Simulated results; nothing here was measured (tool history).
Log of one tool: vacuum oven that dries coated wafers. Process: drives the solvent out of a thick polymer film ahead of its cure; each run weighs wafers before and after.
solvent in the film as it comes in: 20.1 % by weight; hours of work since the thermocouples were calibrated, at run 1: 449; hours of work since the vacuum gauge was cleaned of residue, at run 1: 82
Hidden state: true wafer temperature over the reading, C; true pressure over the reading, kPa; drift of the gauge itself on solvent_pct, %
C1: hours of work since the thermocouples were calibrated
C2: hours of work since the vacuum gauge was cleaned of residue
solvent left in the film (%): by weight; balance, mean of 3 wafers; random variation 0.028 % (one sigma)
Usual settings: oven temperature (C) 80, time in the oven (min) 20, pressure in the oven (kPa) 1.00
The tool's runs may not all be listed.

{"run": 1, "day": 0.0, "oven temperature (C)": 80, "time in the oven (min)": 20, "pressure in the oven (kPa)": 1.0, "C1": 449, "C2": 82, "solvent left in the film (%)": 2.9}
{"run": 2, "day": 0.329, "oven temperature (C)": 80, "time in the oven (min)": 20, "pressure in the oven (kPa)": 1.0, "C1": 454, "C2": 88, "solvent left in the film (%)": 2.93}
{"run": 3, "day": 0.925, "oven temperature (C)": 80, "time in the oven (min)": 11, "pressure in the oven (kPa)": 1.0, "C1": 464, "C2": 97, "solvent left in the film (%)": 6.14}
{"run": 4, "day": 1.517, "oven temperature (C)": 80, "time in the oven (min)": 11, "pressure in the oven (kPa)": 1.0, "C1": 473, "C2": 107, "solvent left in the film (%)": 6.13}
{"run": 5, "day": 1.908, "oven temperature (C)": 80, "time in the oven (min)": 11, "pressure in the oven (kPa)": 1.0, "C1": 480, "C2": 113, "solvent left in the film (%)": 6.04}
{"run": 6, "day": 2.458, "oven temperature (C)": 80, "time in the oven (min)": 20, "pressure in the oven (kPa)": 1.0, "C1": 489, "C2": 122, "solvent left in the film (%)": 2.9}
{"run": 7, "day": 3.062, "oven temperature (C)": 80, "time in the oven (min)": 20, "pressure in the oven (kPa)": 1.0, "C1": 498, "C2": 132, "solvent left in the film (%)": 2.89}
{"run": 8, "day": 3.608, "oven temperature (C)": 72, "time in the oven (min)": 27, "pressure in the oven (kPa)": 1.0, "C1": 507, "C2": 140, "solvent left in the film (%)": 4.43}
{"run": 9, "day": 3.95, "oven temperature (C)": 81, "time in the oven (min)": 30, "pressure in the oven (kPa)": 1.0, "C1": 513, "C2": 146, "solvent left in the film (%)": 1.26}
{"run": 10, "day": 4.538, "oven temperature (C)": 80, "time in the oven (min)": 13, "pressure in the oven (kPa)": 0.66, "C1": 522, "C2": 155, "solvent left in the film (%)": 4.96}
{"run": 11, "day": 4.929, "oven temperature (C)": 87, "time in the oven (min)": 27, "pressure in the oven (kPa)": 1.0, "C1": 528, "C2": 161, "solvent left in the film (%)": 0.74}
{"run": 12, "day": 5.317, "oven temperature (C)": 89, "time in the oven (min)": 20, "pressure in the oven (kPa)": 1.0, "C1": 534, "C2": 168, "solvent left in the film (%)": 0.87}
{"run": 13, "day": 5.896, "oven temperature (C)": 68, "time in the oven (min)": 25, "pressure in the oven (kPa)": 1.3, "C1": 544, "C2": 177, "solvent left in the film (%)": 6.8}
{"run": 14, "day": 6.354, "oven temperature (C)": 75, "time in the oven (min)": 11, "pressure in the oven (kPa)": 1.0, "C1": 551, "C2": 184, "solvent left in the film (%)": 8.17}

5 ways to go on from here, each from the tool as it stands after run 14. What would each give?
{"run": "A", "day": 6.608, "oven temperature (C)": 80, "time in the oven (min)": 20, "pressure in the oven (kPa)": 1.97, "C1": 555, "C2": 188, "solvent left in the film (%)": "?"}
{"run": "B", "day": 6.608, "oven temperature (C)": 78, "time in the oven (min)": 11, "pressure in the oven (kPa)": 1.0, "C1": 555, "C2": 188, "solvent left in the film (%)": "?"}
{"run": "C", "day": 6.608, "oven temperature (C)": 68, "time in the oven (min)": 29, "pressure in the oven (kPa)": 1.08, "C1": 555, "C2": 188, "solvent left in the film (%)": "?"}
{"run": "D", "day": 6.608, "oven temperature (C)": 72, "time in the oven (min)": 27, "pressure in the oven (kPa)": 2.57, "C1": 555, "C2": 188, "solvent left in the film (%)": "?"}
{"run": "E", "day": 6.608, "oven temperature (C)": 78, "time in the oven (min)": 14, "pressure in the oven (kPa)": 1.0, "C1": 555, "C2": 188, "solvent left in the film (%)": "?"}

run=A solvent_left_in_the_film_(%)=3.37
run=B solvent_left_in_the_film_(%)=6.87
run=C solvent_left_in_the_film_(%)=5.78
run=D solvent_left_in_the_film_(%)=5.38
run=E solvent_left_in_the_film_(%)=5.58
Without the tool's hidden state the same runs would have given:
run=A solvent_left_in_the_film_(%)=3.80
run=B solvent_left_in_the_film_(%)=7.41
run=C solvent_left_in_the_film_(%)=6.35
run=D solvent_left_in_the_film_(%)=5.92
run=E solvent_left_in_the_film_(%)=6.13
